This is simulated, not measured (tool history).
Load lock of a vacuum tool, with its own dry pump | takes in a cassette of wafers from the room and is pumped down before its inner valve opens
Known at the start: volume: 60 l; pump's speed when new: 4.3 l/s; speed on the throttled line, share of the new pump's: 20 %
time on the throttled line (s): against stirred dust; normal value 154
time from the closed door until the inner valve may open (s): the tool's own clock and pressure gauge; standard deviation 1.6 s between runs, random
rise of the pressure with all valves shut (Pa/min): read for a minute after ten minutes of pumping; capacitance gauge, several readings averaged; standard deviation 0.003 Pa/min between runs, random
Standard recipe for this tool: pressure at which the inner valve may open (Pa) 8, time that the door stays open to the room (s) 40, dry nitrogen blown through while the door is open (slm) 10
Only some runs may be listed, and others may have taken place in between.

| run | hour | time on the throttled line (s) | pressure at which the inner valve may open (Pa) | time that the door stays open to the room (s) | dry nitrogen blown through while the door is open (slm) | incoming humidity of the room's air, % | time from the closed door until the inner valve may open (s) | rise of the pressure with all valves shut (Pa/min) |
|---|---|---|---|---|---|---|---|---|
| 1 | 0.0 | 154 | 8 | 40 | 10 | 46.9 | 255.3 | 0.037 |
| 2 | 223.3 | 154 | 8 | 27 | 10 | 45.1 | 259.4 | 0.027 |
| 3 | 384.2 | 154 | 8 | 27 | 10 | 46.2 | 252.5 | 0.030 |
| 4 | 562.6 | 154 | 8 | 25 | 10 | 43.4 | 254.8 | 0.025 |
| 5 | 796.4 | 154 | 8 | 25 | 10 | 43.9 | 254.1 | 0.028 |
| 6 | 1038.6 | 154 | 8 | 25 | 10 | 43.0 | 254.9 | 0.027 |
| 7 | 1273.6 | 154 | 8 | 25 | 10 | 45.7 | 258.9 | 0.029 |
| 8 | 1468.1 | 154 | 8 | 25 | 10 | 47.3 | 255.6 | 0.027 |
| 9 | 1678.6 | 154 | 9 | 40 | 10 | 47.0 | 255.0 | 0.035 |
| 10 | 1882.2 | 154 | 9 | 40 | 10 | 48.6 | 255.6 | 0.036 |
| 11 | 2049.7 | 154 | 8 | 200 | 10 | 44.2 | 255.6 | 0.075 |
| 12 | 2197.9 | 154 | 6 | 200 | 17 | 45.2 | 259.2 | 0.069 |

Here are 3 independent what-if runs from the current tool condition. What would each one return?
| A | 2399.7 | 154 | 10 | 40 | 10 | 43.6 | ? | ? |
| B | 2399.7 | 154 | 6 | 26 | 17 | 44.5 | ? | ? |
| C | 2399.7 | 154 | 6 | 26 | 17 | 43.9 | ? | ? |

| run | time from the closed door until the inner valve may open (s) | rise of the pressure with all valves shut (Pa/min) |
|---|---|---|
| A | 254.9 | 0.034 |
| B | 259.9 | 0.025 |
| C | 258.1 | 0.028 |
Without the tool's unlogged condition, the same runs would have read:
| run | time from the closed door until the inner valve may open (s) | rise of the pressure with all valves shut (Pa/min) |
|---|---|---|
| A | 254.9 | 0.034 |
| B | 259.9 | 0.025 |
| C | 258.1 | 0.028 |
